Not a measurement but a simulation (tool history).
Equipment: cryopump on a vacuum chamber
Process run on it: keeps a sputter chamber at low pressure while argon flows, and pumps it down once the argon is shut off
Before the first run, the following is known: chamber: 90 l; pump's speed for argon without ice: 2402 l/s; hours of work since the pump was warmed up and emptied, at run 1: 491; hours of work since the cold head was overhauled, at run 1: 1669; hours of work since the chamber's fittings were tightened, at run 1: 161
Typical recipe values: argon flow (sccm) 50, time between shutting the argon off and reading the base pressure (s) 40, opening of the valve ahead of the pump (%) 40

run	hour	argon flow (sccm)	time between shutting the argon off and reading the base pressure (s)	opening of the valve ahead of the pump (%)	hours of work since the pump was warmed up and emptied	hours of work since the cold head was overhauled	hours of work since the chamber's fittings were tightened	pressure while argon flows (Pa)	pressure after the wait (uPa)
1	0	50	40	40	491	1669	161	0.0931	0.81
2	64.3	50	40	40	527	1705	197	0.0955	0.73
3	136	50	40	40	567	1745	237	0.0958	0.75
4	218.5	50	40	40	613	1791	283	0.0968	0.73
5	288	50	40	40	651	1830	322	0.098	0.76
6	338.2	50	40	40	679	1858	350	0.099	0.81
7	388.8	50	40	23	708	1886	378	0.1639	0.81
8	490.3	50	40	23	764	1943	435	0.1636	0.8
9	595.1	50	40	23	823	2001	493	0.1644	0.78
10	643.1	25	40	23	849	2028	520	0.0825	0.84
11	692.3	50	40	40	877	2055	547	0.1017	0.82
12	771.3	50	40	40	921	2100	591	0.1032	0.87
13	879.8	50	40	40	981	2160	652	0.1046	0.93
14	982.3	50	66	17	1038	2217	709	0.2255	0.6
15	1074.2	50	66	17	1090	2268	760	0.2246	0.66
16	1159.8	20	57	50	1137	2316	808	0.0364	0.71
# hour 1183.1: pump warmed up, emptied and cooled again
17	1263.3	81	61	42	45	2371	863	0.1392	0.6
18	1322.7	67	61	35	78	2404	896	0.1375	0.6
19	1404.1	28	82	40	123	2450	941	0.0508	0.49
20	1487.6	50	232	40	170	2496	988	0.0901	0.37
21	1562	50	232	40	211	2538	1029	0.0922	0.37

Take each entry between the runs: how does the hidden state at the last listed run before it differ from the hidden state at the first listed run after it?
After run 16, before run 17: pump warmed up, emptied and cooled again (hour 1183.1)
  pump's speed, % of a pump's without ice: 65.4 -> 98.1; cold plate's temperature, K: 13.29 -> 13.31; leak into the chamber, uPa l/s: 511 -> 523
  difference, measured minus the result without the unlogged condition, pressure while argon flows (Pa): +0.008 -> +0.0027; pressure after the wait (uPa): +0.21 -> +0.1
